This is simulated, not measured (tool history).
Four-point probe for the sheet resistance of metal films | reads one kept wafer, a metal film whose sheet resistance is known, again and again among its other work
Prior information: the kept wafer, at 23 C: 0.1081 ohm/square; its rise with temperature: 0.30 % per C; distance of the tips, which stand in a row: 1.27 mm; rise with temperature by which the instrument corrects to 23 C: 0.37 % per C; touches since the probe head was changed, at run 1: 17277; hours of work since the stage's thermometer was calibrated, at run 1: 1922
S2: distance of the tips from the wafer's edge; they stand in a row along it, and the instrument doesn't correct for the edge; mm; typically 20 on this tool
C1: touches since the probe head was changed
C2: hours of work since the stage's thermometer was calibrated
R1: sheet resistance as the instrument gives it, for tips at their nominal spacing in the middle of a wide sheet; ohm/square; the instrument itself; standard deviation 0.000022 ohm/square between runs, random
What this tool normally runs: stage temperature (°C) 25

Run 1, hour 0: usual settings; C1 17277; C2 1922. Result: R1 0.108296 ohm/square.
Run 2, hour 28.7: usual settings; C1 17656; C2 1935. Result: R1 0.108285 ohm/square.
Run 3, hour 42.2: usual settings but stage temperature (°C) 28; C1 17835; C2 1942. Result: R1 0.108054 ohm/square.
Run 4, hour 69.1: usual settings but stage temperature (°C) 28; C1 18191; C2 1954. Result: R1 0.108096 ohm/square.
Run 5, hour 100.8: usual settings; C1 18610; C2 1969. Result: R1 0.108276 ohm/square.
At hour 104.2: stage's thermometer calibrated.
Run 6, hour 125: usual settings but stage temperature (°C) 18, S2 47 mm; C1 18925; C2 10. Result: R1 0.108742 ohm/square.
Run 7, hour 138.6: usual settings but stage temperature (°C) 22, S2 3 mm; C1 19104; C2 16. Result: R1 0.117805 ohm/square.
At hour 150.6: stage's thermometer calibrated, once more.
Run 8, hour 165.4: usual settings but stage temperature (°C) 31, S2 3 mm; C1 19452; C2 7. Result: R1 0.116793 ohm/square.
Run 9, hour 180.3: usual settings but stage temperature (°C) 31, S2 3 mm; C1 19649; C2 14. Result: R1 0.116736 ohm/square.
Run 10, hour 213: usual settings but stage temperature (°C) 30, S2 15 mm; C1 20082; C2 29. Result: R1 0.107914 ohm/square.

Consider 3 possible next runs. They are alternatives, not a sequence: every one starts from the tool as it was left by run 10. What does each give?
Run A, hour 231.4: usual settings but stage temperature (°C) 34, S2 32 mm; C1 20326; C2 37. Result: R1 ?.
Run B, hour 231.4: usual settings but stage temperature (°C) 21, S2 33 mm; C1 20326; C2 37. Result: R1 ?.
Run C, hour 231.4: usual settings but stage temperature (°C) 22, S2 5 mm; C1 20326; C2 37. Result: R1 ?.

run        R1
  A  0.107282
  B  0.108193
  C  0.111652
Take away the tool's hidden state, keep each run's random variation, and the runs would have read:
run        R1
  A  0.107429
  B  0.108341
  C  0.111804
